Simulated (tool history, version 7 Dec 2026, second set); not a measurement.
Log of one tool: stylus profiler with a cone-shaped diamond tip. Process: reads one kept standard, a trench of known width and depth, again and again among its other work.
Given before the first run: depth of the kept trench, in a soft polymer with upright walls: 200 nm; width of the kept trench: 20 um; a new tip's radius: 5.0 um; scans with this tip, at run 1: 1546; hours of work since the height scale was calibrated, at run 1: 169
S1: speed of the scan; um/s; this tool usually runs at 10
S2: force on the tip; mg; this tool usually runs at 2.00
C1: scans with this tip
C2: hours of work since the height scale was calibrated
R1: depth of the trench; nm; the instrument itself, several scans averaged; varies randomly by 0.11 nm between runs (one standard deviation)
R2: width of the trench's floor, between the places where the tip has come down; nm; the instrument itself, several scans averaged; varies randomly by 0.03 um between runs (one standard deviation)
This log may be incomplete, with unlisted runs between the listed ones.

| run | hour | S1 | S2 | C1 | C2 | R1 | R2 |
|---|---|---|---|---|---|---|---|
| 1 | 0.0 | 10 | 2.00 | 1546 | 169 | 201.26 | 16980 |
| 2 | 11.9 | 10 | 2.00 | 1611 | 176 | 201.24 | 16930 |
| 3 | 27.2 | 10 | 2.00 | 1696 | 185 | 201.31 | 17000 |
| 4 | 42.9 | 4 | 2.00 | 1783 | 195 | 201.17 | 16950 |
| 5 | 54.5 | 4 | 4.24 | 1847 | 202 | 201.91 | 17030 |
| 6 | 62.9 | 3 | 2.00 | 1893 | 207 | 201.13 | 17000 |
| 7 | 80.5 | 18 | 2.00 | 1991 | 217 | 200.82 | 16940 |
| 8 | 90.6 | 18 | 2.00 | 2047 | 224 | 201.47 | 16910 |
| 9 | 108.2 | 18 | 2.00 | 2144 | 234 | 201.27 | 16910 |
| 10 | 118.8 | 10 | 3.68 | 2202 | 241 | 201.68 | 16910 |
| 11 | 136.4 | 8 | 1.11 | 2300 | 251 | 200.84 | 16930 |
| 12 | 155.3 | 26 | 3.69 | 2405 | 263 | 201.81 | 16870 |
| 13 | 164.4 | 3 | 1.47 | 2455 | 268 | 201.05 | 16910 |
| 14 | 173.2 | 3 | 1.31 | 2503 | 273 | 200.99 | 16960 |
| 15 | 190.8 | 13 | 4.66 | 2601 | 284 | 202.01 | 16910 |
| 16 | 206.2 | 21 | 0.88 | 2686 | 293 | 200.52 | 16800 |

Alternative continuations, all from the tool just after run 16; predict every row:
| A | 221.2 | 7 | 5.63 | 2769 | 302 | ? | ? |
| B | 221.2 | 8 | 5.19 | 2769 | 302 | ? | ? |
| C | 221.2 | 2 | 2.41 | 2769 | 302 | ? | ? |
| D | 221.2 | 4 | 0.88 | 2769 | 302 | ? | ? |
| E | 221.2 | 8 | 4.35 | 2769 | 302 | ? | ? |

| run | R1 | R2 |
|---|---|---|
| A | 202.38 | 16870 |
| B | 202.27 | 16930 |
| C | 201.30 | 16960 |
| D | 200.93 | 16930 |
| E | 202.00 | 16910 |
The same runs, with their run-to-run variation unchanged, on a tool lacking any hidden condition would have given:
| run | R1 | R2 |
|---|---|---|
| A | 202.18 | 17120 |
| B | 202.07 | 17180 |
| C | 201.10 | 17200 |
| D | 200.73 | 17170 |
| E | 201.80 | 17160 |

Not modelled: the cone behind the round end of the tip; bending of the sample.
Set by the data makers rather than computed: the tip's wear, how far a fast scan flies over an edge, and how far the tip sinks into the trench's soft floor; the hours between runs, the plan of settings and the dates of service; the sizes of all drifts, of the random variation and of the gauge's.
